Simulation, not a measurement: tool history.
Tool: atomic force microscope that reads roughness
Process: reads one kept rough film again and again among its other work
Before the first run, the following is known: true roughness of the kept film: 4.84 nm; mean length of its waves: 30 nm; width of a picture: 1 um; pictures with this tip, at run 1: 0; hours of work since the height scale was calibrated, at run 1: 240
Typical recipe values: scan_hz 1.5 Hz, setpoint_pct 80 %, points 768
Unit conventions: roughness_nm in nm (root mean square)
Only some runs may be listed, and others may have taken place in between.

| run | hour | scan_hz | setpoint_pct | points | pictures with this tip | hours of work since the height scale was calibrated | roughness_nm |
|---|---|---|---|---|---|---|---|
| 1 | 0 | 1.5 | 80 | 768 | 0 | 240 | 3.691 |
| 2 | 14.3 | 1.5 | 80 | 768 | 19 | 250 | 3.38 |
| 3 | 31.3 | 1.5 | 80 | 768 | 41 | 262 | 3.045 |
| 4 | 54.9 | 1.5 | 80 | 768 | 73 | 278 | 2.681 |
|  | 60.8 | new tip fitted |
| 5 | 68 | 1.5 | 80 | 768 | 9 | 287 | 3.488 |
| 6 | 91 | 1.5 | 80 | 768 | 40 | 303 | 3.025 |
| 7 | 107.4 | 1.5 | 80 | 768 | 62 | 315 | 2.782 |
|  | 121.8 | new tip fitted |
| 8 | 129.9 | 1.5 | 80 | 768 | 11 | 330 | 3.426 |
| 9 | 148.2 | 1.5 | 80 | 768 | 35 | 343 | 3.085 |
| 10 | 172.7 | 1.5 | 80 | 768 | 67 | 360 | 2.711 |
|  | 182.6 | new tip fitted |
| 11 | 196.4 | 1.5 | 80 | 768 | 18 | 376 | 3.326 |
| 12 | 211.4 | 1.5 | 79 | 768 | 38 | 386 | 3.034 |
| 13 | 239.8 | 1.5 | 79 | 768 | 76 | 406 | 2.642 |
|  | 244.3 | new tip fitted |
| 14 | 257.6 | 1.5 | 79 | 768 | 18 | 418 | 3.333 |
| 15 | 273.3 | 1.5 | 79 | 768 | 38 | 429 | 3.066 |
| 16 | 298.1 | 1.5 | 79 | 768 | 71 | 447 | 2.727 |
|  | 306.3 | new tip fitted |
| 17 | 312.2 | 1.5 | 79 | 768 | 8 | 456 | 3.547 |
| 18 | 334.3 | 0.66 | 79 | 768 | 37 | 471 | 3.283 |
| 19 | 359.4 | 0.66 | 79 | 768 | 71 | 489 | 2.894 |

For run 20, what comes out?
|  | 367.7 | new tip fitted |
| 20 | 385.9 | 0.66 | 79 | 768 | 24 | 507 | ? |

roughness_nm: 3.519 nm (root mean square)
On a tool with no hidden condition, and with the same random variation, this run would have come out at roughness_nm 3.989 nm (root mean square).
